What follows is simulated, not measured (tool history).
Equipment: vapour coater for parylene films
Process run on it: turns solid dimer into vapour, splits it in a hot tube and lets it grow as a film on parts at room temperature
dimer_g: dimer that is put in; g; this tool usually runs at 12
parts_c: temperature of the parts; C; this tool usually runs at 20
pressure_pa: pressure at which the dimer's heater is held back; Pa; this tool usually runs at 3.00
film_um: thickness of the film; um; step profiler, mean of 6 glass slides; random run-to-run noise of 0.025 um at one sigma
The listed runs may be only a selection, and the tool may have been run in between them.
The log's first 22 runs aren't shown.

run,hour,dimer_g,parts_c,pressure_pa,hours of work since the trap's valve was overhauled,hours of work since the table's thermometer was calibrated,film_um
23,340.3,12,24,9.39,492,611,1.30
24,350.0,12,14,2.73,500,619,2.41
25,369.2,18,14,2.21,516,635,3.76
26,380.4,5,19,2.35,526,645,0.83
27,389.4,12,15,3.04,533,652,2.30
28,401.8,8,22,3.04,544,663,1.12
29,413.3,12,15,3.38,553,672,2.25
30,425.8,13,15,3.38,564,683,2.44
31,436.4,13,15,3.38,573,692,2.45
32,450.4,13,23,3.38,585,704,1.68
# hour 455.9: trap's valve overhauled
33,471.3,12,25,6.99,13,718,1.30
34,484.5,8,31,7.05,24,729,0.66

Each row is a separate what-if for the run after 34, all from the same tool condition, not one after another. Results?
A,503.7,8,20,2.90,41,746,?
B,503.7,19,15,11.23,41,746,?
C,503.7,7,31,7.05,41,746,?

run,film_um
A,1.20
B,2.97
C,0.57
With no hidden state in the tool, these same runs would have given:
run,film_um
A,1.20
B,2.97
C,0.57
